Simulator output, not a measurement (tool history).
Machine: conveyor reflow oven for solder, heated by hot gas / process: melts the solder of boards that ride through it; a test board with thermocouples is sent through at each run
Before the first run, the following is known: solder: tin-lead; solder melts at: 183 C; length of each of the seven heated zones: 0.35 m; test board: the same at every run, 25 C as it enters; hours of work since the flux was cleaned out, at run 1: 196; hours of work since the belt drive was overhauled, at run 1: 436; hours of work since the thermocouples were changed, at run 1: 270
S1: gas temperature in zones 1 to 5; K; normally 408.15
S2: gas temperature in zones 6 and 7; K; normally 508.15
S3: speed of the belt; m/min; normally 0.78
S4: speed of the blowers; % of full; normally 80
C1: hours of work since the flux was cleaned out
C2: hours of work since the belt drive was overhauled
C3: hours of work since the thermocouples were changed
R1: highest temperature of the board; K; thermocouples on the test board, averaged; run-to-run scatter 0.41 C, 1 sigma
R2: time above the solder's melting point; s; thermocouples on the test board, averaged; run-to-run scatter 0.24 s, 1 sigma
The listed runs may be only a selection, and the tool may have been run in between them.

run 1 hour=0 | S1=408.15 S2=508.15 S3=0.78 S4=80 | C1=196 C2=436 C3=270 | R1=492.35 R2=41
run 2 hour=7.3 | S1=419.15 S2=508.15 S3=0.78 S4=80 | C1=200 C2=441 C3=275 | R1=493.85 R2=44.8
run 3 hour=21.1 | S1=419.15 S2=508.15 S3=0.78 S4=80 | C1=209 C2=450 C3=284 | R1=493.55 R2=44.8
run 4 hour=30.9 | S1=419.15 S2=508.15 S3=0.78 S4=80 | C1=216 C2=456 C3=290 | R1=494.05 R2=44.4
run 5 hour=46.8 | S1=408.15 S2=508.15 S3=0.78 S4=80 | C1=226 C2=467 C3=301 | R1=491.75 R2=40.6
run 6 hour=54.2 | S1=408.15 S2=508.15 S3=0.78 S4=80 | C1=231 C2=472 C3=306 | R1=491.95 R2=40.6
run 7 hour=71.1 | S1=408.15 S2=508.15 S3=0.78 S4=80 | C1=242 C2=483 C3=317 | R1=491.75 R2=40.5
run 8 hour=82.7 | S1=408.15 S2=508.15 S3=0.78 S4=80 | C1=250 C2=490 C3=324 | R1=491.45 R2=40.5
run 9 hour=94.4 | S1=408.15 S2=508.15 S3=0.784 S4=80 | C1=257 C2=498 C3=332 | R1=491.15 R2=39.9
run 10 hour=107.2 | S1=407.15 S2=508.15 S3=0.78 S4=80 | C1=266 C2=506 C3=340 | R1=491.25 R2=40.1
run 11 hour=121.7 | S1=408.15 S2=508.15 S3=0.78 S4=77 | C1=275 C2=516 C3=350 | R1=491.85 R2=40.1
run 12 hour=130.6 | S1=408.15 S2=508.15 S3=0.918 S4=80 | C1=281 C2=522 C3=356 | R1=485.45 R2=31
run 13 hour=146.6 | S1=408.15 S2=508.15 S3=0.918 S4=80 | C1=291 C2=532 C3=366 | R1=485.25 R2=30.6
run 14 hour=162 | S1=421.15 S2=508.15 S3=0.78 S4=80 | C1=301 C2=542 C3=376 | R1=492.75 R2=45.1
run 15 hour=173.7 | S1=408.15 S2=508.15 S3=0.78 S4=64 | C1=309 C2=550 C3=384 | R1=488.55 R2=39.2
run 16 hour=186.7 | S1=408.15 S2=506.15 S3=0.78 S4=61 | C1=318 C2=558 C3=392 | R1=486.55 R2=37.8
run 17 hour=199.2 | S1=408.15 S2=506.15 S3=0.78 S4=61 | C1=326 C2=566 C3=400 | R1=486.45 R2=36.9
run 18 hour=211.7 | S1=408.15 S2=506.15 S3=0.78 S4=56 | C1=334 C2=575 C3=409 | R1=485.55 R2=36.7
run 19 hour=224.3 | S1=408.15 S2=506.15 S3=0.78 S4=56 | C1=342 C2=583 C3=417 | R1=485.45 R2=36.4
run 20 hour=238.2 | S1=414.15 S2=520.15 S3=0.78 S4=80 | C1=351 C2=592 C3=426 | R1=501.35 R2=47
run 21 hour=248.6 | S1=414.15 S2=520.15 S3=0.78 S4=80 | C1=358 C2=599 C3=433 | R1=502.55 R2=46.7
run 22 hour=264.5 | S1=414.15 S2=520.15 S3=0.78 S4=80 | C1=368 C2=609 C3=443 | R1=502.15 R2=46.2
run 23 hour=279.5 | S1=414.15 S2=520.15 S3=0.78 S4=86 | C1=378 C2=619 C3=453 | R1=502.15 R2=47.2
run 24 hour=290.3 | S1=396.15 S2=520.15 S3=0.738 S4=64 | C1=385 C2=626 C3=460 | R1=498.25 R2=44.2
run 25 hour=299.9 | S1=412.15 S2=501.15 S3=0.719 S4=64 | C1=391 C2=632 C3=466 | R1=484.15 R2=41.3
run 26 hour=315.2 | S1=412.15 S2=501.15 S3=0.719 S4=64 | C1=401 C2=642 C3=476 | R1=485.15 R2=41.4
run 27 hour=329.9 | S1=412.15 S2=501.15 S3=0.719 S4=64 | C1=411 C2=652 C3=486 | R1=485.45 R2=41.3
run 28 hour=340.6 | S1=412.15 S2=501.15 S3=0.719 S4=64 | C1=418 C2=659 C3=493 | R1=484.15 R2=41
run 29 hour=352.5 | S1=401.15 S2=508.15 S3=0.833 S4=80 | C1=426 C2=667 C3=501 | R1=486.65 R2=33.7
run 30 hour=365.6 | S1=401.15 S2=508.15 S3=0.78 S4=84 | C1=434 C2=675 C3=509 | R1=489.15 R2=37.7

Same runs, no hidden state in the tool, same run-to-run variation:
The hidden state here: heat that the gas passes to the board, % of a clean oven's; belt's true speed, % of the reading; true gas temperature in zones 6 and 7 over the reading, C; drift of the gauge itself on peak_c, C; drift of the gauge itself on liquid_s, %.
run=1 R1=494.75 R2=42.1
run=2 R1=496.05 R2=45.7
run=3 R1=495.75 R2=45.7
run=4 R1=496.35 R2=45.4
run=5 R1=494.35 R2=42
run=6 R1=494.65 R2=42
run=7 R1=494.55 R2=42
run=8 R1=494.35 R2=42
run=9 R1=494.15 R2=41.4
run=10 R1=494.35 R2=41.7
run=11 R1=494.95 R2=41.8
run=12 R1=489.05 R2=33.1
run=13 R1=489.05 R2=32.7
run=14 R1=495.95 R2=46.4
run=15 R1=491.95 R2=41.1
run=16 R1=490.05 R2=39.9
run=17 R1=490.05 R2=39.1
run=18 R1=489.15 R2=39
run=19 R1=489.05 R2=38.7
run=20 R1=505.45 R2=48.2
run=21 R1=506.75 R2=48
run=22 R1=506.45 R2=47.6
run=23 R1=506.55 R2=48.5
run=24 R1=502.95 R2=46.3
run=25 R1=487.85 R2=43.9
run=26 R1=489.05 R2=44.1
run=27 R1=489.45 R2=44.1
run=28 R1=488.15 R2=43.8
run=29 R1=492.05 R2=36.9
run=30 R1=494.35 R2=40.7

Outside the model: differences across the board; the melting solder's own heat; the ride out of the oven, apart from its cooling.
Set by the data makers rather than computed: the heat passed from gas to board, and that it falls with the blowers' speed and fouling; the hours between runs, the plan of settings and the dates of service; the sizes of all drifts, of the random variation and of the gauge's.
